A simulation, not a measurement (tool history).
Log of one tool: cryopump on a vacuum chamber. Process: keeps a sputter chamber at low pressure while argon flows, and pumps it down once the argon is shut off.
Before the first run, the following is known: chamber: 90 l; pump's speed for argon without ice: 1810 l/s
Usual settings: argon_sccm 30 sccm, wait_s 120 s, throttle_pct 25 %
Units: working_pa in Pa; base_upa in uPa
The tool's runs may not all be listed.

| run | day | argon_sccm | wait_s | throttle_pct | working_pa | base_upa |
|---|---|---|---|---|---|---|
| 1 | 0 | 30 | 120 | 25 | 0.1166 | 0.82 |
| 2 | 0.583 | 30 | 120 | 25 | 0.1156 | 0.85 |
| 3 | 0.942 | 30 | 120 | 25 | 0.1152 | 0.83 |
| 4 | 1.358 | 30 | 120 | 25 | 0.116 | 0.86 |
| 5 | 1.979 | 30 | 120 | 25 | 0.1153 | 0.83 |
| 6 | 2.4 | 30 | 120 | 25 | 0.1159 | 0.88 |
| 7 | 2.712 | 30 | 120 | 25 | 0.1157 | 0.84 |
| 8 | 3.404 | 30 | 120 | 25 | 0.1157 | 0.85 |
| 9 | 3.867 | 30 | 120 | 25 | 0.1155 | 0.83 |
| 10 | 4.233 | 17 | 120 | 25 | 0.0661 | 0.86 |
| 11 | 4.675 | 17 | 120 | 25 | 0.066 | 0.82 |
| 12 | 5.096 | 40 | 120 | 25 | 0.1538 | 0.85 |
| 13 | 5.479 | 30 | 120 | 25 | 0.1166 | 0.86 |
| 14 | 5.812 | 30 | 120 | 25 | 0.116 | 0.86 |
| 15 | 6.35 | 30 | 120 | 25 | 0.1179 | 0.86 |
| 16 | 6.742 | 45 | 120 | 25 | 0.1745 | 0.91 |
| 17 | 7.329 | 23 | 120 | 25 | 0.0912 | 0.87 |
| 18 | 7.646 | 23 | 29 | 40 | 0.0579 | 2.42 |
| 19 | 8.192 | 23 | 29 | 40 | 0.0583 | 2.46 |
| 20 | 8.762 | 51 | 50 | 40 | 0.1287 | 1.51 |
| 21 | 9.421 | 51 | 50 | 40 | 0.1306 | 1.58 |
| 22 | 9.804 | 28 | 47 | 20 | 0.1365 | 1.65 |
| 23 | 10.25 | 30 | 33 | 38 | 0.0788 | 2.17 |
| 24 | 10.908 | 20 | 33 | 21 | 0.0927 | 2.19 |
| 25 | 11.55 | 44 | 33 | 47 | 0.0958 | 2.34 |
| 26 | 12.104 | 16 | 228 | 25 | 0.0631 | 0.67 |
| 27 | 12.767 | 33 | 95 | 16 | 0.2004 | 1.06 |
| 28 | 13.104 | 33 | 95 | 16 | 0.2002 | 1.01 |
| 29 | 13.683 | 29 | 90 | 25 | 0.1142 | 1.05 |
| 30 | 14.05 | 29 | 90 | 25 | 0.1148 | 1.09 |
| 31 | 14.717 | 30 | 120 | 32 | 0.0939 | 0.9 |
| 32 | 15.108 | 15 | 284 | 32 | 0.0467 | 0.63 |
| 33 | 15.479 | 15 | 284 | 29 | 0.0523 | 0.6 |
| 34 | 15.838 | 13 | 24 | 25 | 0.0518 | 2.93 |

What if the next run were any one of these 3? Each begins from the tool's condition after run 34:
| A | 16.317 | 13 | 24 | 25 | ? | ? |
| B | 16.317 | 44 | 24 | 25 | ? | ? |
| C | 16.317 | 14 | 105 | 29 | ? | ? |

| run | working_pa | base_upa |
|---|---|---|
| A | 0.0518 | 2.84 |
| B | 0.1731 | 2.88 |
| C | 0.0474 | 1.02 |
With the hidden condition removed and each run's random variation left untouched, the same runs would have given:
| run | working_pa | base_upa |
|---|---|---|
| A | 0.0488 | 2.61 |
| B | 0.1629 | 2.65 |
| C | 0.0441 | 0.78 |

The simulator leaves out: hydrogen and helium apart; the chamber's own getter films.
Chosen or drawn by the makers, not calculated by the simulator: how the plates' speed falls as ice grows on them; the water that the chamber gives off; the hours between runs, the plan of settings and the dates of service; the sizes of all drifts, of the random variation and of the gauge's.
